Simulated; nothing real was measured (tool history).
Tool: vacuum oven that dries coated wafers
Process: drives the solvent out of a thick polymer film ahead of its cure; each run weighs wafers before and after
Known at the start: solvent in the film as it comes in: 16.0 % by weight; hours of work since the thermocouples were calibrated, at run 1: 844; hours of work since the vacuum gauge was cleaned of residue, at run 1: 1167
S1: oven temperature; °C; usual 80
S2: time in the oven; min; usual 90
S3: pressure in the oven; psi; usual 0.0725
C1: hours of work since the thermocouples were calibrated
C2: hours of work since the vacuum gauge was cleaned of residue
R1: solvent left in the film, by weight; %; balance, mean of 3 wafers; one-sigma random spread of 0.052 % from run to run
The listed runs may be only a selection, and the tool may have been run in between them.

Run 1, day 0.000: usual settings; C1 844; C2 1167. Result: R1 2.09 %.
Run 2, day 4.425: usual settings; C1 901; C2 1223. Result: R1 2.18 %.
Run 3, day 8.892: usual settings; C1 957; C2 1280. Result: R1 2.29 %.
Run 4, day 12.579: usual settings; C1 1004; C2 1327. Result: R1 2.26 %.
Run 5, day 15.271: usual settings; C1 1039; C2 1361. Result: R1 2.39 %.
Run 6, day 18.208: usual settings; C1 1076; C2 1399. Result: R1 2.36 %.
Run 7, day 20.575: usual settings; C1 1106; C2 1429. Result: R1 2.31 %.
At day 21.496: oven's thermocouples calibrated.
Run 8, day 24.892: usual settings; C1 43; C2 1483. Result: R1 2.62 %.
Run 9, day 28.850: usual settings; C1 94; C2 1533. Result: R1 2.65 %.
Run 10, day 31.662: usual settings; C1 130; C2 1569. Result: R1 2.68 %.
Run 11, day 33.600: usual settings but S2 158 min; C1 154; C2 1594. Result: R1 1.37 %.
At day 35.342: oven's thermocouples calibrated, once more.
Run 12, day 36.158: usual settings but S2 158 min; C1 10; C2 1625. Result: R1 0.99 %.
Run 13, day 39.479: usual settings but S3 0.0857 psi; C1 53; C2 1668. Result: R1 2.18 %.
Run 14, day 41.533: usual settings but S3 0.0857 psi; C1 79; C2 1694. Result: R1 2.14 %.
Run 15, day 45.612: usual settings but S3 0.0857 psi; C1 131; C2 1746. Result: R1 2.16 %.
Run 16, day 47.700: usual settings but S3 0.0857 psi; C1 157; C2 1772. Result: R1 2.11 %.
Run 17, day 51.492: usual settings but S2 110 min; C1 206; C2 1821. Result: R1 1.55 %.
Run 18, day 53.692: usual settings but S2 110 min, S3 0.1152 psi; C1 234; C2 1849. Result: R1 1.84 %.
Run 19, day 57.071: usual settings but S2 53 min; C1 277; C2 1892. Result: R1 4.01 %.
Run 20, day 59.712: usual settings but S2 53 min; C1 311; C2 1925. Result: R1 4.16 %.
Run 21, day 63.758: usual settings but S2 53 min; C1 362; C2 1977. Result: R1 4.13 %.
Run 22, day 65.775: usual settings but S2 95 min; C1 388; C2 2003. Result: R1 2.00 %.
At day 66.196: vacuum gauge cleaned of residue and calibrated.
Run 23, day 70.021: usual settings but S2 95 min; C1 441; C2 49. Result: R1 1.57 %.
Run 24, day 74.025: usual settings but S1 86 °C, S2 67 min; C1 492; C2 100. Result: R1 1.46 %.
Run 25, day 76.004: usual settings but S1 86 °C, S2 67 min; C1 517; C2 125. Result: R1 1.27 %.
Run 26, day 79.796: usual settings but S1 86 °C, S2 67 min; C1 566; C2 173. Result: R1 1.31 %.
Run 27, day 82.425: usual settings but S1 86 °C, S2 67 min; C1 599; C2 207. Result: R1 1.30 %.
Run 28, day 84.292: usual settings but S1 86 °C, S2 67 min; C1 623; C2 231. Result: R1 1.36 %.
Run 29, day 87.175: usual settings but S2 63 min, S3 0.0374 psi; C1 660; C2 267. Result: R1 3.05 %.
Run 30, day 90.246: usual settings but S2 63 min, S3 0.0374 psi; C1 699; C2 306. Result: R1 3.05 %.
Run 31, day 92.417: usual settings but S2 63 min, S3 0.0374 psi; C1 727; C2 334. Result: R1 3.14 %.
Run 32, day 96.696: usual settings but S2 63 min, S3 0.0374 psi; C1 781; C2 389. Result: R1 3.29 %.
Run 33, day 98.917: usual settings but S2 63 min, S3 0.0374 psi; C1 809; C2 417. Result: R1 3.20 %.
Run 34, day 102.404: usual settings but S2 63 min, S3 0.0483 psi; C1 854; C2 461. Result: R1 3.29 %.
Run 35, day 104.888: usual settings but S2 61 min, S3 0.0483 psi; C1 885; C2 493. Result: R1 3.49 %.
Run 36, day 106.862: usual settings but S2 84 min, S3 0.1503 psi; C1 911; C2 518. Result: R1 2.73 %.
Run 37, day 109.183: usual settings but S2 69 min, S3 0.2132 psi; C1 940; C2 548. Result: R1 3.70 %.
Run 38, day 111.712: usual settings but S1 76 °C, S3 0.1337 psi; C1 972; C2 580. Result: R1 3.66 %.
Run 39, day 115.446: usual settings but S2 73 min, S3 0.0473 psi; C1 1020; C2 628. Result: R1 2.79 %.
Run 40, day 119.817: usual settings but S2 116 min; C1 1076; C2 683. Result: R1 1.50 %.
At day 122.808: oven's thermocouples calibrated.
Run 41, day 123.575: usual settings but S2 116 min; C1 10; C2 730. Result: R1 1.10 %.
Run 42, day 127.879: usual settings but S1 79 °C, S2 60 min, S3 0.1015 psi; C1 65; C2 785. Result: R1 3.48 %.
Run 43, day 130.983: usual settings but S1 79 °C, S2 60 min, S3 0.1015 psi; C1 104; C2 825. Result: R1 3.50 %.
Run 44, day 133.758: usual settings but S1 67 °C, S2 104 min, S3 0.2835 psi; C1 140; C2 860. Result: R1 6.55 %.
Run 45, day 136.088: usual settings but S3 0.2161 psi; C1 169; C2 890. Result: R1 2.32 %.
Run 46, day 137.971: usual settings but S1 77 °C, S3 0.0914 psi; C1 193; C2 914. Result: R1 2.60 %.

Here are 5 independent what-if runs from the current tool condition. What would each one return?
Run A, day 142.100: usual settings but S1 82 °C, S2 107 min; C1 246; C2 966. Result: R1 ?.
Run B, day 142.100: usual settings but S3 0.0541 psi; C1 246; C2 966. Result: R1 ?.
Run C, day 142.100: usual settings but S1 93 °C, S2 116 min, S3 0.0914 psi; C1 246; C2 966. Result: R1 ?.
Run D, day 142.100: usual settings but S1 73 °C, S3 0.1630 psi; C1 246; C2 966. Result: R1 ?.
Run E, day 142.100: usual settings but S2 67 min, S3 0.1571 psi; C1 246; C2 966. Result: R1 ?.

run    R1
  A  1.02
  B  1.64
  C  0.40
  D  4.36
  E  3.20
With the hidden condition removed and each run's random variation left untouched, the same runs would have given:
run    R1
  A  0.79
  B  1.40
  C  0.25
  D  4.07
  E  2.96

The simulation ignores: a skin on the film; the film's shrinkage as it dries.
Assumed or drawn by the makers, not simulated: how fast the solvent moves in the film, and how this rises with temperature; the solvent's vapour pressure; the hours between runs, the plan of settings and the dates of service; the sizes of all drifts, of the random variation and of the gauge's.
